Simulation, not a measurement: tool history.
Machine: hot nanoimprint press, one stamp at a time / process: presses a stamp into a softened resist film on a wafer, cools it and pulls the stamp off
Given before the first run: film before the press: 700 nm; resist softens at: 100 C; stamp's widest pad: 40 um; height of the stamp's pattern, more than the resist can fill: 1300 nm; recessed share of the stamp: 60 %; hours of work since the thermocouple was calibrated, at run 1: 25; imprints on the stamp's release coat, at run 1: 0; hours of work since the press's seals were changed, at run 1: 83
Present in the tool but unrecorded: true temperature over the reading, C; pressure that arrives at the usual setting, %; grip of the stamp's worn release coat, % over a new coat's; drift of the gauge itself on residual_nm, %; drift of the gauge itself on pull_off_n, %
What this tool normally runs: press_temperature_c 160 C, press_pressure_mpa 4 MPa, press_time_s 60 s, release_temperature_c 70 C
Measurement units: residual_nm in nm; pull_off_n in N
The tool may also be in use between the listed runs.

run   hour  press_temperature_c  press_pressure_mpa  press_time_s  release_temperature_c  hours of work since the thermocouple was calibrated  imprints on the stamp's release coat  hours of work since the press's seals were changed  residual_nm  pull_off_n
  1      0                  160                   4            60                     70                                                   25                                     0                                                  83        288.3         217
  2   11.2                  160                5.61            60                     70                                                   32                                    48                                                  89        243.4         213
  3   19.4                  160                5.61            60                     70                                                   37                                    83                                                  94        243.7         214
  4   24.7                  160                5.61            60                     70                                                   40                                   106                                                  97        243.5         209
  5   31.2                  155                   4            60                     70                                                   44                                   134                                                 101        343.7         211
  6   41.6                  155                   4            60                     70                                                   50                                   179                                                 107          343         220
  7   49.6                  155                   4            60                     70                                                   55                                   213                                                 112        343.6         214
  8   60.9                  155                   4            60                     70                                                   61                                   262                                                 119        343.6         218
  9   70.5                  155                   4            60                     70                                                   67                                   303                                                 125        344.6         211
 10   80.6                  155                   4            60                     70                                                   73                                   346                                                 131        343.4         222
 11     89                  155                   4            60                     70                                                   78                                   383                                                 136        344.9         209
 12   97.5                  160                4.98           110                     73                                                   83                                   419                                                 141        204.1         211
 13  105.6                  155                2.81           111                     76                                                   88                                   454                                                 146        326.3         208
 14  117.3                  160                2.51            60                     55                                                   95                                   504                                                 153          362         237
     126.9  -- stamp cleaned and given a new release coat
 15  129.5                  155                2.74            60                     58                                                   99                                    11                                                 156          407         245
 16  137.1                  152                5.29            32                     60                                                  103                                    44                                                 161        418.1         240
 17    145                  160                3.39            60                     70                                                  108                                    78                                                 166          316         213
 18  151.3                  160                3.39            60                     70                                                  112                                   105                                                 169        316.3         214
 19  161.1                  160                3.39            60                     60                                                  117                                   147                                                 175          317         241

Alternative continuations, all from the tool just after run 19; predict every row:
  A  166.8                  159                   4            60                     70                                                  121                                   171                                                 179            ?           ?
  B  166.8                  154                   4            60                     70                                                  121                                   171                                                 179            ?           ?
  C  166.8                  158                   4            60                     74                                                  121                                   171                                                 179            ?           ?

run  residual_nm  pull_off_n
  A          302         212
  B        358.8         220
  C        313.7         208
Without the tool's unlogged condition, the same runs would have read:
run  residual_nm  pull_off_n
  A          298         212
  B        353.9         219
  C        309.4         208
